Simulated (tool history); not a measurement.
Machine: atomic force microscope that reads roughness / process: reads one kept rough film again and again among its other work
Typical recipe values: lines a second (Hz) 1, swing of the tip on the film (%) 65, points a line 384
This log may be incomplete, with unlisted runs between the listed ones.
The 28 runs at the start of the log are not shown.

run,hour,lines a second (Hz),swing of the tip on the film (%),points a line,roughness of the kept film (nm (root mean square))
29,507.1,0.89,88,939,3.517
# hour 525.9: new tip fitted
30,525.9,2.35,58,367,4.377
31,537.6,0.94,58,367,4.464
32,549.2,0.94,58,367,4.41
33,560.5,0.83,56,797,4.406
34,586.5,0.7,74,797,4.234
35,597.5,0.7,74,797,4.191
36,619.1,0.77,69,364,4.149

5 ways to go on from here, each from the tool as it stands after run 36. What would each give?
A,638,0.71,72,917,?
B,638,0.5,69,333,?
C,638,0.89,69,273,?
D,638,0.77,73,627,?
E,638,3.75,61,536,?

run,roughness of the kept film (nm (root mean square))
A,4.118
B,4.151
C,4.045
D,4.099
E,3.825
Without the tool's hidden state the same runs would have given:
run,roughness of the kept film (nm (root mean square))
A,4.455
B,4.491
C,4.376
D,4.435
E,4.138
